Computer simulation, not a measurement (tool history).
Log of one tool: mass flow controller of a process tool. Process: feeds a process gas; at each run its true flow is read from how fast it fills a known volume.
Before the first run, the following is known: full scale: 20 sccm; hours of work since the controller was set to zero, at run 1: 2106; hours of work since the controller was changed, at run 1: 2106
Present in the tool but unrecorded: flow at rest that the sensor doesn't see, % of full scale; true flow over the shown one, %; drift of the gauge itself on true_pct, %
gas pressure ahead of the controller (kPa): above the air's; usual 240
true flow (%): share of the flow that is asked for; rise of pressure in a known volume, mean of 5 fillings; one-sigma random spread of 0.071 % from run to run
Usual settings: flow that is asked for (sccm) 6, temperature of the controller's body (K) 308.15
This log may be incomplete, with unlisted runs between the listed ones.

| run | hour | flow that is asked for (sccm) | gas pressure ahead of the controller (kPa) | temperature of the controller's body (K) | hours of work since the controller was set to zero | hours of work since the controller was changed | true flow (%) |
|---|---|---|---|---|---|---|---|
| 1 | 0.0 | 6 | 240 | 308.15 | 2106 | 2106 | 99.65 |
| 2 | 421.2 | 6 | 240 | 308.15 | 2414 | 2414 | 99.59 |
| 3 | 805.6 | 6 | 240 | 308.15 | 2695 | 2695 | 99.49 |
| 4 | 1327.5 | 6 | 240 | 308.15 | 3076 | 3076 | 99.39 |
| 5 | 1677.9 | 2 | 240 | 308.15 | 3331 | 3331 | 95.16 |
| 6 | 2170.6 | 2 | 240 | 308.15 | 3691 | 3691 | 94.61 |
| 7 | 2470.2 | 20 | 240 | 308.15 | 3910 | 3910 | 101.76 |
| 8 | 2782.6 | 6 | 240 | 308.15 | 4138 | 4138 | 99.06 |
| 9 | 3040.5 | 6 | 221 | 308.15 | 4326 | 4326 | 99.09 |
| 10 | 3560.8 | 7 | 240 | 308.15 | 4706 | 4706 | 99.39 |
| 11 | 4005.9 | 7 | 240 | 308.15 | 5031 | 5031 | 99.43 |
| 12 | 4521.1 | 4 | 240 | 308.15 | 5407 | 5407 | 97.19 |
| 13 | 4818.7 | 4 | 240 | 308.15 | 5624 | 5624 | 97.04 |
| 14 | 5273.4 | 5 | 240 | 308.15 | 5956 | 5956 | 98.11 |
|  | 5307.1 | controller's zero set anew |
| 15 | 5750.8 | 5 | 240 | 308.15 | 324 | 6305 | 96.68 |
| 16 | 6229.2 | 5 | 240 | 308.15 | 673 | 6654 | 96.42 |
| 17 | 6638.9 | 6 | 240 | 308.15 | 972 | 6953 | 97.40 |
| 18 | 7013.8 | 7 | 240 | 308.15 | 1246 | 7227 | 98.30 |
| 19 | 7348.4 | 7 | 240 | 306.15 | 1490 | 7471 | 98.00 |
| 20 | 7661.4 | 7 | 240 | 306.15 | 1719 | 7700 | 97.99 |
|  | 7959.0 | controller's zero set anew, once more |
| 21 | 8154.8 | 7 | 240 | 306.15 | 143 | 8059 | 102.58 |
| 22 | 8671.7 | 7 | 277 | 306.15 | 520 | 8437 | 102.78 |
| 23 | 8982.9 | 7 | 277 | 306.15 | 748 | 8664 | 102.59 |
| 24 | 9438.6 | 7 | 277 | 306.15 | 1080 | 8997 | 102.63 |
| 25 | 9752.7 | 7 | 277 | 306.15 | 1310 | 9226 | 102.68 |
| 26 | 10176.0 | 10 | 166 | 296.15 | 1619 | 9535 | 101.42 |
| 27 | 10670.7 | 12 | 257 | 295.15 | 1980 | 9896 | 102.32 |
| 28 | 11146.4 | 12 | 257 | 295.15 | 2327 | 10244 | 102.30 |
| 29 | 11436.2 | 2 | 257 | 295.15 | 2539 | 10455 | 97.48 |
| 30 | 11756.7 | 2 | 257 | 295.15 | 2773 | 10689 | 97.11 |
| 31 | 12038.8 | 2 | 257 | 295.15 | 2979 | 10895 | 96.77 |
| 32 | 12532.7 | 12 | 249 | 309.15 | 3339 | 11256 | 103.50 |
| 33 | 12980.1 | 3 | 173 | 301.15 | 3666 | 11582 | 98.21 |
|  | 13211.6 | controller exchanged for a calibrated one |
| 34 | 13300.2 | 7 | 143 | 301.15 | 65 | 65 | 98.82 |
| 35 | 13715.4 | 7 | 143 | 301.15 | 368 | 368 | 98.93 |
| 36 | 14025.7 | 6 | 256 | 306.15 | 594 | 594 | 99.92 |
| 37 | 14471.9 | 5 | 146 | 297.15 | 920 | 920 | 98.21 |
| 38 | 14770.8 | 14 | 240 | 305.15 | 1138 | 1138 | 100.65 |
| 39 | 15194.4 | 14 | 240 | 305.15 | 1448 | 1448 | 100.74 |
| 40 | 15568.0 | 14 | 240 | 305.15 | 1720 | 1720 | 100.62 |
| 41 | 15990.5 | 14 | 240 | 305.15 | 2029 | 2029 | 100.79 |
| 42 | 16407.3 | 2 | 204 | 304.15 | 2333 | 2333 | 95.78 |
| 43 | 16745.2 | 6 | 181 | 308.15 | 2580 | 2580 | 99.10 |
| 44 | 17109.5 | 15 | 239 | 295.15 | 2846 | 2846 | 99.98 |
| 45 | 17485.6 | 15 | 239 | 295.15 | 3120 | 3120 | 99.96 |
| 46 | 17868.2 | 14 | 191 | 304.15 | 3400 | 3400 | 100.33 |
| 47 | 18240.5 | 6 | 254 | 301.15 | 3672 | 3672 | 98.87 |
| 48 | 18574.1 | 3 | 234 | 300.15 | 3915 | 3915 | 95.93 |

Forecast each of these 3 alternatives for the next run:
| A | 18972.3 | 3 | 140 | 307.15 | 4206 | 4206 | ? |
| B | 18972.3 | 3 | 171 | 297.15 | 4206 | 4206 | ? |
| C | 18972.3 | 6 | 240 | 293.15 | 4206 | 4206 | ? |

| run | true flow (%) |
|---|---|
| A | 95.56 |
| B | 95.05 |
| C | 97.97 |
Stripped of hidden state, with their random variation kept, the same runs would have yielded:
| run | true flow (%) |
|---|---|
| A | 99.28 |
| B | 98.77 |
| C | 99.10 |

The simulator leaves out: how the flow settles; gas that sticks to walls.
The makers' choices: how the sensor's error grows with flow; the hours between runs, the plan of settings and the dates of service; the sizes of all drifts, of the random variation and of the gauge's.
